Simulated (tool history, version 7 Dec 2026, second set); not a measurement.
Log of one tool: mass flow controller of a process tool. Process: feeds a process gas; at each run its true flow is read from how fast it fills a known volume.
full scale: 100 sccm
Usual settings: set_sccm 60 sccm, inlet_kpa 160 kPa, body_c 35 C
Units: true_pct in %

run	hour	set_sccm	inlet_kpa	body_c	true_pct
1	0.0	60	160	35	100.58
2	116.6	60	160	35	100.52
3	324.3	60	160	35	100.41
4	436.2	60	160	35	100.34
5	644.6	60	157	35	100.16
6	855.3	60	157	35	100.17
7	983.3	60	160	35	100.04
8	1215.1	60	160	35	100.14
9	1379.6	60	145	35	100.02
10	1593.9	60	160	35	99.96
11	1711.8	60	160	35	99.84
12	1818.7	60	160	35	99.86
13	2051.7	60	160	35	99.67
14	2259.0	60	160	35	99.74
15	2415.8	60	160	35	99.64
16	2606.7	60	160	35	99.56
17	2767.4	60	160	35	99.41
18	2909.4	60	160	35	99.48
19	3085.8	17	160	35	98.91
20	3277.1	36	167	23	98.08
21	3472.9	65	160	35	99.26
22	3642.1	91	191	35	99.36
23	3821.4	91	191	35	99.35
24	4053.4	91	191	35	99.22
25	4155.2	41	144	22	97.83
26	4307.7	11	146	35	98.51
27	4472.5	96	245	38	99.34
28	4706.0	96	245	38	99.12
29	4918.9	60	141	20	97.39
# hour 4984.0: controller's zero set anew
30	5021.4	60	170	28	98.08
# hour 5158.0: gauge calibrated
31	5174.7	60	273	28	99.73
32	5389.2	60	273	28	99.64
33	5564.1	60	209	33	100.06
34	5711.3	57	186	23	99.15
35	5843.1	57	186	23	99.24
36	6065.6	94	147	37	100.69
37	6163.3	17	250	38	99.95

Forecast each of these 4 alternatives for the next run:
A	6309.7	77	144	37	?
B	6309.7	60	147	26	?
C	6309.7	88	224	35	?
D	6309.7	58	250	34	?

run	true_pct
A	100.46
B	99.37
C	100.25
D	99.83
Without the tool's hidden state the same runs would have given:
run	true_pct
A	100.88
B	99.79
C	100.68
D	100.25
